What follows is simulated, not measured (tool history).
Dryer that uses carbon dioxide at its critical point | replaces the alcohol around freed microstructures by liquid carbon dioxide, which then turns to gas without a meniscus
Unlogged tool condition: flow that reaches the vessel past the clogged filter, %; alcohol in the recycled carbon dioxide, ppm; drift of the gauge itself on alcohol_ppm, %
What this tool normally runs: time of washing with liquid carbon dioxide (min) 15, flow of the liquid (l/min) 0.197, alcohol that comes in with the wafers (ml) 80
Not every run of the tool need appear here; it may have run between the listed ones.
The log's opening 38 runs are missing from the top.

| run | hour | time of washing with liquid carbon dioxide (min) | flow of the liquid (l/min) | alcohol that comes in with the wafers (ml) | hours of work since the filter was changed | hours of work since the purifier's bed was changed | alcohol left in the vessel before it's heated (ppm by volume) |
|---|---|---|---|---|---|---|---|
| 39 | 991 | 16 | 0.134 | 109 | 367 | 729 | 5685 |
| 40 | 1025 | 16 | 0.134 | 109 | 378 | 739 | 5800 |
|  | 1060.2 | inlet filter changed |
| 41 | 1062.5 | 12 | 0.135 | 31 | 1 | 751 | 2683 |
| 42 | 1087.6 | 12 | 0.135 | 31 | 9 | 758 | 2662 |
| 43 | 1116.9 | 10 | 0.135 | 31 | 18 | 768 | 4515 |
| 44 | 1134.2 | 10 | 0.135 | 31 | 23 | 773 | 4538 |
| 45 | 1168.6 | 17 | 0.309 | 101 | 34 | 784 | 105 |
| 46 | 1196.6 | 10 | 0.202 | 50 | 43 | 792 | 2252 |

Below are 5 alternative next runs, each starting from the tool's condition after run 46. Predict each:
| A | 1231.6 | 15 | 0.119 | 80 | 54 | 803 | ? |
| B | 1231.6 | 15 | 0.197 | 80 | 54 | 803 | ? |
| C | 1231.6 | 9 | 0.202 | 44 | 54 | 803 | ? |
| D | 1231.6 | 13 | 0.297 | 50 | 54 | 803 | ? |
| E | 1231.6 | 11 | 0.197 | 80 | 54 | 803 | ? |

| run | alcohol left in the vessel before it's heated (ppm by volume) |
|---|---|
| A | 5052 |
| B | 698 |
| C | 2976 |
| D | 174 |
| E | 2730 |
With the hidden condition removed and each run's random variation left untouched, the same runs would have given:
| run | alcohol left in the vessel before it's heated (ppm by volume) |
|---|---|
| A | 4598 |
| B | 538 |
| C | 2673 |
| D | 72 |
| E | 2411 |
